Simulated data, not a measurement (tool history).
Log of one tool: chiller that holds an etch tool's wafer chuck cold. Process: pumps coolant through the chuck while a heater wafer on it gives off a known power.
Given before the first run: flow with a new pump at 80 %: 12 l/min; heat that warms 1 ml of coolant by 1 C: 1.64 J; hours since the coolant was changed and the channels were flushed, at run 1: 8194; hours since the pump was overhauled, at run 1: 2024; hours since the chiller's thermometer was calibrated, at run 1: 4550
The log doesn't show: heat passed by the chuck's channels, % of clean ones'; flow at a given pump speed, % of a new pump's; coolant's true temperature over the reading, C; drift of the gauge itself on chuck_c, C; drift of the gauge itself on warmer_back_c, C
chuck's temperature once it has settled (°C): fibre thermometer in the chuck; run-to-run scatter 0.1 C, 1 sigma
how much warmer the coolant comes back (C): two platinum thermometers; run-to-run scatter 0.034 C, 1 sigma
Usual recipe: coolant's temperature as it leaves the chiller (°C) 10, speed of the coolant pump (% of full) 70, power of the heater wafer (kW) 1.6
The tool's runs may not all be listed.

| run | hour | coolant's temperature as it leaves the chiller (°C) | speed of the coolant pump (% of full) | power of the heater wafer (kW) | hours since the coolant was changed and the channels were flushed | hours since the pump was overhauled | hours since the chiller's thermometer was calibrated | chuck's temperature once it has settled (°C) | how much warmer the coolant comes back (C) |
|---|---|---|---|---|---|---|---|---|---|
| 1 | 0 | 10 | 70 | 1.6 | 8194 | 2024 | 4550 | 25.8 | 5.55 |
| 2 | 103.3 | 10 | 70 | 1.6 | 8297 | 2127 | 4654 | 25.6 | 5.53 |
| 3 | 225.8 | 10 | 70 | 1.6 | 8419 | 2249 | 4776 | 25.7 | 5.47 |
| 4 | 356.2 | 10 | 70 | 1.6 | 8550 | 2380 | 4906 | 25.7 | 5.46 |
|  | 389.1 | chiller's thermometer calibrated |
| 5 | 475.9 | 10 | 70 | 1.6 | 8669 | 2499 | 87 | 25.6 | 5.41 |
| 6 | 593.2 | 10 | 100 | 0.899 | 8786 | 2616 | 204 | 16.9 | 1.98 |
| 7 | 663 | 10 | 100 | 0.899 | 8856 | 2686 | 274 | 16.8 | 1.97 |
| 8 | 748.9 | 10 | 100 | 0.946 | 8942 | 2772 | 360 | 17.1 | 2.08 |
| 9 | 828.7 | 10 | 84 | 2.18 | 9021 | 2851 | 440 | 28.6 | 6.05 |
| 10 | 916.8 | 8 | 84 | 1.75 | 9109 | 2939 | 528 | 23 | 4.79 |

Below are 3 alternative next runs, each starting from the tool's condition after run 10. Predict each:
| A | 1013.2 | 8 | 72 | 1.75 | 9206 | 3036 | 624 | ? | ? |
| B | 1013.2 | 14 | 73 | 1.401 | 9206 | 3036 | 624 | ? | ? |
| C | 1013.2 | 8 | 66 | 1.8 | 9206 | 3036 | 624 | ? | ? |

| run | chuck's temperature once it has settled (°C) | how much warmer the coolant comes back (C) |
|---|---|---|
| A | 24.5 | 5.49 |
| B | 27.3 | 4.3 |
| C | 26.3 | 6.3 |
Take away the tool's hidden state, keep each run's random variation, and the runs would have read:
| run | chuck's temperature once it has settled (°C) | how much warmer the coolant comes back (C) |
|---|---|---|
| A | 24.5 | 5.83 |
| B | 27.3 | 4.65 |
| C | 26.3 | 6.65 |
